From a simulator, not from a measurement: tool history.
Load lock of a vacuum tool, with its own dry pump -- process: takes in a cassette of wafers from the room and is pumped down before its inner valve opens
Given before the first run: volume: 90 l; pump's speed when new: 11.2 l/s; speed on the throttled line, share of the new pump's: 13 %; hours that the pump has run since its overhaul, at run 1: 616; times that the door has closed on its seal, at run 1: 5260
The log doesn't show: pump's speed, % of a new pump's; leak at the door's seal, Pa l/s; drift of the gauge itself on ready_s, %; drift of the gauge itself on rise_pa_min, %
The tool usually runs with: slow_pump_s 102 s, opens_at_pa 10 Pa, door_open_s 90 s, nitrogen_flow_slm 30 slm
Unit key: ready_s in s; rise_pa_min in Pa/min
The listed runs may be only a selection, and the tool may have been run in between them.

run	hour	slow_pump_s	opens_at_pa	door_open_s	nitrogen_flow_slm	hours that the pump has run since its overhaul	times that the door has closed on its seal	incoming humidity of the room's air, %	ready_s	rise_pa_min
1	0	102	10	90	30	616	5260	43.2	164.5	0.048
2	204.7	102	10	90	30	820	5471	43.9	164.1	0.044
3	433	102	10	90	30	1049	5706	42.9	165.8	0.042
4	575.1	185	10	90	30	1191	5853	43.7	236.1	0.042
5	755.1	185	10	90	30	1371	6038	43.3	237.1	0.044
6	894.7	185	10	90	30	1510	6182	42.2	237.4	0.044
7	1008.8	106	10	90	30	1624	6300	45.4	167	0.042
8	1151.6	102	17	90	30	1767	6447	41.8	159.9	0.052
9	1345.3	58	17	90	14	1961	6647	42.3	122.4	0.056
10	1477.4	58	17	90	14	2093	6783	41.9	122.5	0.051
11	1606.3	102	8	239	24	2222	6916	46.4	166.2	0.082
12	1800.4	144	8	239	24	2416	7116	46.3	204.6	0.084
13	1917.3	130	10	90	30	2533	7236	45.5	187.9	0.051
14	2115.1	98	8	90	30	2731	7440	45.3	165.3	0.053
15	2290.5	147	8	46	30	2906	7621	44.2	206.4	0.042
16	2391.1	168	11	46	30	3007	7725	44	221.9	0.045

Branching from run 16: 4 alternative next runs. What would each branch give?
A	2509.2	161	11	46	30	3125	7847	45	?	?
B	2509.2	168	11	217	30	3125	7847	48.2	?	?
C	2509.2	113	10	90	27	3125	7847	43.1	?	?
D	2509.2	59	14	46	9	3125	7847	45.2	?	?

run	ready_s	rise_pa_min
A	215.7	0.042
B	222.2	0.084
C	176.1	0.052
D	126.2	0.05
Without the tool's hidden state the same runs would have given:
run	ready_s	rise_pa_min
A	213.3	0.016
B	219.9	0.057
C	173.4	0.026
D	123.3	0.024
